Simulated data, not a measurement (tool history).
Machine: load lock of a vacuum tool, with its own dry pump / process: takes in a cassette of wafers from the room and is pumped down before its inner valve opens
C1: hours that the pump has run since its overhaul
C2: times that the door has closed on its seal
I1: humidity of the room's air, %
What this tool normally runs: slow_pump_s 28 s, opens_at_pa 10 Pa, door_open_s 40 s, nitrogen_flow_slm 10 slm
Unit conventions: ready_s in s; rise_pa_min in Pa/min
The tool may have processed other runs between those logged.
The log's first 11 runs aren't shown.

run 12 day=28.625 | slow_pump_s=28 opens_at_pa=10 door_open_s=196 nitrogen_flow_slm=10 | C1=757 C2=1819 | I1=46.6 | ready_s=78.8 rise_pa_min=0.075
run 13 day=31.725 | slow_pump_s=28 opens_at_pa=10 door_open_s=196 nitrogen_flow_slm=4 | C1=832 C2=2106 | I1=45.1 | ready_s=79.1 rise_pa_min=0.1
run 14 day=35.15 | slow_pump_s=54 opens_at_pa=10 door_open_s=196 nitrogen_flow_slm=4 | C1=914 C2=2423 | I1=45.4 | ready_s=96.6 rise_pa_min=0.095
run 15 day=38.246 | slow_pump_s=54 opens_at_pa=10 door_open_s=196 nitrogen_flow_slm=4 | C1=988 C2=2708 | I1=47.7 | ready_s=97.2 rise_pa_min=0.104
run 16 day=40.062 | slow_pump_s=28 opens_at_pa=9 door_open_s=40 nitrogen_flow_slm=10 | C1=1032 C2=2877 | I1=44.2 | ready_s=80.2 rise_pa_min=0.052
run 17 day=42.325 | slow_pump_s=28 opens_at_pa=18 door_open_s=40 nitrogen_flow_slm=10 | C1=1086 C2=3086 | I1=47.1 | ready_s=74.8 rise_pa_min=0.055
run 18 day=45.467 | slow_pump_s=28 opens_at_pa=18 door_open_s=40 nitrogen_flow_slm=10 | C1=1161 C2=3376 | I1=47.6 | ready_s=75.9 rise_pa_min=0.053
run 19 day=49.312 | slow_pump_s=28 opens_at_pa=18 door_open_s=40 nitrogen_flow_slm=10 | C1=1254 C2=3732 | I1=46 | ready_s=76.1 rise_pa_min=0.053
run 20 day=53.154 | slow_pump_s=41 opens_at_pa=10 door_open_s=65 nitrogen_flow_slm=10 | C1=1346 C2=4087 | I1=45.6 | ready_s=89.5 rise_pa_min=0.065
run 21 day=56.492 | slow_pump_s=41 opens_at_pa=10 door_open_s=181 nitrogen_flow_slm=10 | C1=1426 C2=4395 | I1=44.2 | ready_s=88.2 rise_pa_min=0.072
run 22 day=58.188 | slow_pump_s=19 opens_at_pa=10 door_open_s=27 nitrogen_flow_slm=6 | C1=1467 C2=4552 | I1=46.8 | ready_s=73 rise_pa_min=0.06
run 23 day=59.908 | slow_pump_s=27 opens_at_pa=12 door_open_s=27 nitrogen_flow_slm=39 | C1=1508 C2=4711 | I1=45.3 | ready_s=77.9 rise_pa_min=0.031
run 24 day=62.362 | slow_pump_s=27 opens_at_pa=12 door_open_s=27 nitrogen_flow_slm=39 | C1=1567 C2=4938 | I1=46.4 | ready_s=77.4 rise_pa_min=0.036
run 25 day=65.825 | slow_pump_s=27 opens_at_pa=18 door_open_s=99 nitrogen_flow_slm=39 | C1=1650 C2=5257 | I1=46.4 | ready_s=75.5 rise_pa_min=0.043
run 26 day=69.717 | slow_pump_s=27 opens_at_pa=18 door_open_s=99 nitrogen_flow_slm=39 | C1=1744 C2=5617 | I1=43.8 | ready_s=74.9 rise_pa_min=0.039
run 27 day=73.029 | slow_pump_s=52 opens_at_pa=12 door_open_s=144 nitrogen_flow_slm=8 | C1=1823 C2=5924 | I1=47 | ready_s=96.4 rise_pa_min=0.098
run 28 day=75.008 | slow_pump_s=22 opens_at_pa=18 door_open_s=101 nitrogen_flow_slm=10 | C1=1871 C2=6107 | I1=47 | ready_s=71.8 rise_pa_min=0.076
run 29 day=78.738 | slow_pump_s=22 opens_at_pa=18 door_open_s=101 nitrogen_flow_slm=10 | C1=1960 C2=6451 | I1=50.1 | ready_s=71.6 rise_pa_min=0.084
run 30 day=81.679 | slow_pump_s=24 opens_at_pa=7 door_open_s=150 nitrogen_flow_slm=10 | C1=2031 C2=6723 | I1=43.8 | ready_s=79.9 rise_pa_min=0.083
run 31 day=83.467 | slow_pump_s=24 opens_at_pa=7 door_open_s=150 nitrogen_flow_slm=10 | C1=2073 C2=6888 | I1=43.2 | ready_s=79 rise_pa_min=0.08
run 32 day=87.021 | slow_pump_s=41 opens_at_pa=7 door_open_s=150 nitrogen_flow_slm=10 | C1=2159 C2=7217 | I1=41.7 | ready_s=91.6 rise_pa_min=0.087
run 33 day=88.942 | slow_pump_s=48 opens_at_pa=10 door_open_s=56 nitrogen_flow_slm=10 | C1=2205 C2=7394 | I1=46.2 | ready_s=93.6 rise_pa_min=0.073

Consider 5 possible next runs. They are alternatives, not a sequence: every one starts from the tool as it was left by run 33. What does each give?
run A day=90.888 | slow_pump_s=33 opens_at_pa=11 door_open_s=47 nitrogen_flow_slm=10 | C1=2252 C2=7574 | I1=42.9 | ready_s=? rise_pa_min=?
run B day=90.888 | slow_pump_s=22 opens_at_pa=10 door_open_s=201 nitrogen_flow_slm=10 | C1=2252 C2=7574 | I1=43.6 | ready_s=? rise_pa_min=?
run C day=90.888 | slow_pump_s=48 opens_at_pa=12 door_open_s=56 nitrogen_flow_slm=7 | C1=2252 C2=7574 | I1=40.8 | ready_s=? rise_pa_min=?
run D day=90.888 | slow_pump_s=45 opens_at_pa=9 door_open_s=56 nitrogen_flow_slm=10 | C1=2252 C2=7574 | I1=41.8 | ready_s=? rise_pa_min=?
run E day=90.888 | slow_pump_s=28 opens_at_pa=18 door_open_s=40 nitrogen_flow_slm=33 | C1=2252 C2=7574 | I1=43.2 | ready_s=? rise_pa_min=?

run=A ready_s=82.2 rise_pa_min=0.072
run=B ready_s=75.5 rise_pa_min=0.091
run=C ready_s=93.2 rise_pa_min=0.082
run=D ready_s=93.4 rise_pa_min=0.076
run=E ready_s=76.2 rise_pa_min=0.053
Had the tool no hidden state, the same runs would have come out as:
run=A ready_s=80.9 rise_pa_min=0.037
run=B ready_s=74.1 rise_pa_min=0.056
run=C ready_s=92 rise_pa_min=0.047
run=D ready_s=92.1 rise_pa_min=0.041
run=E ready_s=75 rise_pa_min=0.018
